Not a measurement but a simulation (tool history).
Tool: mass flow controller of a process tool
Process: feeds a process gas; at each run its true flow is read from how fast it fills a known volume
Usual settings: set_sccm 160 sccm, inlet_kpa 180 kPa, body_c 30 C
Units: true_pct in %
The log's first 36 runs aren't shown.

run      day  set_sccm  inlet_kpa  body_c  hours of work since the controller was set to zero  hours of work since the controller was changed  true_pct
     493.471  -- gauge calibrated
 37  508.933       160        180      23                                                3879                                            8710     99.85
 38  517.400       160        180      23                                                3968                                            8799     99.72
 39  534.217        67        279      26                                                4145                                            8976     99.14
 40  550.808       160        213      30                                                4320                                            9151     99.33
 41  566.071       160        213      36                                                4481                                            9312     98.81
 42  578.433       160        213      36                                                4611                                            9442     98.87
 43  594.675       160        249      37                                                4782                                            9613     98.80
     600.162  -- controller's zero set anew
 44  604.371       160        209      30                                                  44                                            9715     99.20
 45  614.000        49        168      40                                                 146                                            9816     97.44
 46  632.075        49        161      27                                                 336                                           10007     98.44
 47  651.654        49        161      27                                                 542                                           10213     98.30
 48  669.704        47        165      26                                                 733                                           10403     98.42

4 ways to go on from here, each from the tool as it stands after run 48. What would each give?
  A  685.046        47        167      21                                                 894                                           10565         ?
  B  685.046        47        165      28                                                 894                                           10565         ?
  C  685.046        21        251      36                                                 894                                           10565         ?
  D  685.046        66        165      31                                                 894                                           10565         ?

run  true_pct
  A     98.74
  B     98.08
  C     97.85
  D     98.11
Without the tool's hidden state the same runs would have given:
run  true_pct
  A     99.10
  B     98.44
  C     98.20
  D     98.46
